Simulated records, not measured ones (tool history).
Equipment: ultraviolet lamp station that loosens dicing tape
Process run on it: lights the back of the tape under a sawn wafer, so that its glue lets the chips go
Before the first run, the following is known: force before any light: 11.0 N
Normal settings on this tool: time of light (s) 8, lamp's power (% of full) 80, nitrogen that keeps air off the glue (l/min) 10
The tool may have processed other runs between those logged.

run,hour,time of light (s),lamp's power (% of full),nitrogen that keeps air off the glue (l/min),force that peels the tape off (N),light that reached the tape (J/m2)
1,0,8,80,10,1.581,4670
2,70.5,8,80,10,1.586,4600
3,137.7,8,80,10,1.686,4570
4,201.6,5,80,10,3.498,2800
5,293.3,5,80,10,3.558,2680
6,374.1,5,80,10,3.536,2640
7,475.2,8,80,10,1.94,4090
# hour 504.2: window cleaned of glue's vapour
8,529.1,8,80,10,2.036,4010
9,582.8,8,90,10,1.662,4430
10,629.4,8,90,10,1.784,4340
11,711.4,8,80,10,2.189,3810
12,753.4,8,80,10,2.387,3730
# hour 790.8: window cleaned of glue's vapour, once more
13,800.5,8,72,10,2.445,3580
# hour 848.1: lamp changed
14,899.7,8,72,10,1.305,5110
15,943.5,8,72,10,1.328,5160
16,1028.5,8,80,10,1.109,5530
17,1103.1,8,80,10,1.113,5420
18,1146.2,8,80,19,0.937,5380
19,1243.1,8,80,19,0.989,5280
20,1318.6,8,80,19,0.991,5170
21,1414.1,8,80,19,1.057,5070
# hour 1438.7: window cleaned of glue's vapour
22,1482.3,8,80,19,0.971,5240
23,1530.3,10,85,4,1.025,6950
24,1602.1,8,80,5,1.763,5110
25,1651.4,8,80,5,1.816,5060
26,1712.9,8,80,5,1.813,4970
27,1815.9,8,80,5,1.897,4820
28,1904.9,12,77,13,0.592,6840
29,1995.6,9,80,3,2.03,5230
# hour 2083.2: window cleaned of glue's vapour
30,2083.2,4,96,3,4.329,2860
31,2172.4,8,96,16,0.906,5510
32,2251.4,13,99,6,0.414,8960
33,2318.5,13,60,6,1.434,5430
34,2362.8,13,60,6,1.528,5360
35,2451.7,13,60,6,1.513,5190
36,2507.1,13,60,6,1.571,5120
37,2573.4,16,98,9,0.262,10090
38,2668.8,5,77,3,4.972,2370
# hour 2728.1: window cleaned of glue's vapour
39,2756.5,9,66,16,1.944,3840
40,2825,9,66,16,2.038,3820
41,2897.5,6,76,10,3.384,2850
42,2985,8,73,6,2.924,3530
# hour 3059.9: lamp changed
43,3079.4,4,81,6,3.786,2840

Each row is a separate what-if for the run after 43, all from the same tool condition, not one after another. Results?
A,3130.7,9,82,10,?,?
B,3130.7,8,61,10,?,?
C,3130.7,8,78,10,?,?

run,force that peels the tape off (N),light that reached the tape (J/m2)
A,0.783,6370
B,1.885,4230
C,1.171,5380
With the hidden condition removed and each run's random variation left untouched, the same runs would have given:
run,force that peels the tape off (N),light that reached the tape (J/m2)
A,0.677,6760
B,1.696,4490
C,1.028,5720

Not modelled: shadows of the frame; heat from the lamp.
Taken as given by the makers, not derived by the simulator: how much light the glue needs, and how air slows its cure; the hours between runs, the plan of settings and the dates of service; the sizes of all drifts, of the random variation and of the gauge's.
